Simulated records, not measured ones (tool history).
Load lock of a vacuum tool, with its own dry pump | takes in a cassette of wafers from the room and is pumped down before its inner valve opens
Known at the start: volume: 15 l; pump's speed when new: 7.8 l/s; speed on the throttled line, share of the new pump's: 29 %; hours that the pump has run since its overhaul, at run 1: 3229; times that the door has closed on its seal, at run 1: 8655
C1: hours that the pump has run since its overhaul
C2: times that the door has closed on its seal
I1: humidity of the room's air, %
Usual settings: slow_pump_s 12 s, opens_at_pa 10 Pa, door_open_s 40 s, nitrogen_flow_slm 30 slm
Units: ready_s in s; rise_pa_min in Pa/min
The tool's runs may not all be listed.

Run 1, hour 0: usual settings; C1 3229; C2 8655; I1 45.5. Result: ready_s 27.5 s, rise_pa_min 0.059 Pa/min.
Run 2, hour 228: usual settings; C1 3457; C2 9266; I1 46.3. Result: ready_s 27 s, rise_pa_min 0.063 Pa/min.
Run 3, hour 597.7: usual settings; C1 3827; C2 10257; I1 45.3. Result: ready_s 27.1 s, rise_pa_min 0.072 Pa/min.
Run 4, hour 854.4: usual settings; C1 4083; C2 10945; I1 48.7. Result: ready_s 27.4 s, rise_pa_min 0.08 Pa/min.
Run 5, hour 1277.5: usual settings; C1 4506; C2 12080; I1 45.7. Result: ready_s 28.3 s, rise_pa_min 0.078 Pa/min.
Run 6, hour 1591.5: usual settings; C1 4820; C2 12921; I1 45. Result: ready_s 28.2 s, rise_pa_min 0.084 Pa/min.
Run 7, hour 2012.1: usual settings; C1 5241; C2 14049; I1 48.7. Result: ready_s 28.1 s, rise_pa_min 0.089 Pa/min.
Run 8, hour 2503.2: usual settings but opens_at_pa 13 Pa; C1 5732; C2 15365; I1 46.6. Result: ready_s 28.1 s, rise_pa_min 0.099 Pa/min.
Run 9, hour 2990.8: usual settings but opens_at_pa 13 Pa; C1 6220; C2 16672; I1 44.4. Result: ready_s 27.9 s, rise_pa_min 0.108 Pa/min.
Run 10, hour 3379.4: usual settings but opens_at_pa 13 Pa; C1 6608; C2 17714; I1 44.5. Result: ready_s 28.1 s, rise_pa_min 0.112 Pa/min.
Run 11, hour 3747.4: usual settings but opens_at_pa 13 Pa; C1 6976; C2 18700; I1 44.9. Result: ready_s 28.4 s, rise_pa_min 0.116 Pa/min.
Run 12, hour 4051.9: usual settings but door_open_s 26 s, nitrogen_flow_slm 37 slm; C1 7281; C2 19516; I1 43. Result: ready_s 29.1 s, rise_pa_min 0.121 Pa/min.
Run 13, hour 4266.9: usual settings but door_open_s 98 s, nitrogen_flow_slm 37 slm; C1 7496; C2 20093; I1 44.8. Result: ready_s 28.8 s, rise_pa_min 0.144 Pa/min.
Run 14, hour 4729.4: usual settings but opens_at_pa 18 Pa, door_open_s 88 s, nitrogen_flow_slm 37 slm; C1 7958; C2 21332; I1 45.8. Result: ready_s 28 s, rise_pa_min 0.148 Pa/min.

Forecast run 15:
Run 15, hour 5237.9: usual settings but opens_at_pa 18 Pa, door_open_s 88 s, nitrogen_flow_slm 37 slm; C1 8467; C2 22695; I1 43.6. Result: ready_s ?, rise_pa_min ?.

ready_s: 29 s
rise_pa_min: 0.154 Pa/min
Without the tool's hidden state the same run would have given ready_s 25.8 s, rise_pa_min 0.037 Pa/min.
